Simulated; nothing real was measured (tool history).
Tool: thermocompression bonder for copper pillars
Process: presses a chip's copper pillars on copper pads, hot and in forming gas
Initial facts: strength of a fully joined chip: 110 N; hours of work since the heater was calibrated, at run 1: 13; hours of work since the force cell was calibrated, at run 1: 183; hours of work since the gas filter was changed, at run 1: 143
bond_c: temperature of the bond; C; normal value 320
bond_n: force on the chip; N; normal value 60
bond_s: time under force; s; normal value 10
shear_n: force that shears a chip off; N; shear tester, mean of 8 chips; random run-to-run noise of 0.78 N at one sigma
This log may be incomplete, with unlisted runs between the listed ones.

run	hour	bond_c	bond_n	bond_s	hours of work since the heater was calibrated	hours of work since the force cell was calibrated	hours of work since the gas filter was changed	shear_n
1	0	320	60	10	13	183	143	56
2	13.2	320	60	10	20	190	150	56.3
3	24.1	320	60	10	26	195	155	54.9
4	30.7	320	60	10	30	199	159	54.5
5	43.8	320	60	10	36	206	166	54.8
6	57.3	320	60	10	44	213	173	53.6
7	67.9	320	45	10	49	218	178	47.4
8	79	320	45	10	55	224	184	46.8
9	88.5	302	60	10	60	229	189	46.4
10	101	320	60	10	67	236	196	53.3
11	114.4	320	60	10	74	243	203	53.4
12	128.5	320	60	10	81	250	210	54.6
13	140.2	318	73	14	87	256	216	63.4
14	151.1	313	73	5	93	262	222	43.4
# hour 160.6: forming gas filter changed
15	161.6	345	60	15	98	268	1	80.2
16	169.6	300	88	9	103	272	5	57.9
17	181.3	320	42	13	109	278	11	55.5
18	192.6	327	57	10	115	284	17	60.9
19	198.7	319	56	23	118	287	20	73
20	212.1	319	56	23	125	294	27	73.7
21	217.8	320	42	19	128	297	30	62.1
22	225.2	296	59	19	132	301	34	59.2
23	234.8	296	90	14	137	306	39	65.3
24	241.9	324	39	7	141	310	43	42.9

Some steps in shear_n, run to run, broken into two amounts with sign: the step expected even without the hidden condition (settings, incoming material, random variation), and the rest, left for the hidden condition together with whatever gauge scatter is not in both the measured and the hidden-condition-free result:
The tool's hidden condition here consists of: true temperature of the bond over the reading, C; force that reaches the chip, % of what is set; oxide that the forming gas leaves, % of the face; drift of the gauge itself on shear_n, %.
Run 13 -> 14: bond_c 318 -> 313, bond_s 14 -> 5. shear_n -20 N: hidden state +2.4, all else -22.4.
Run 14 -> 15: bond_c 313 -> 345, bond_n 73 -> 60, bond_s 5 -> 15, forming gas filter changed. shear_n +36.8 N: hidden state +5.5, all else +31.3.
Run 23 -> 24: bond_c 296 -> 324, bond_n 90 -> 39, bond_s 14 -> 7. shear_n -22.4 N: hidden state +0.3, all else -22.7.
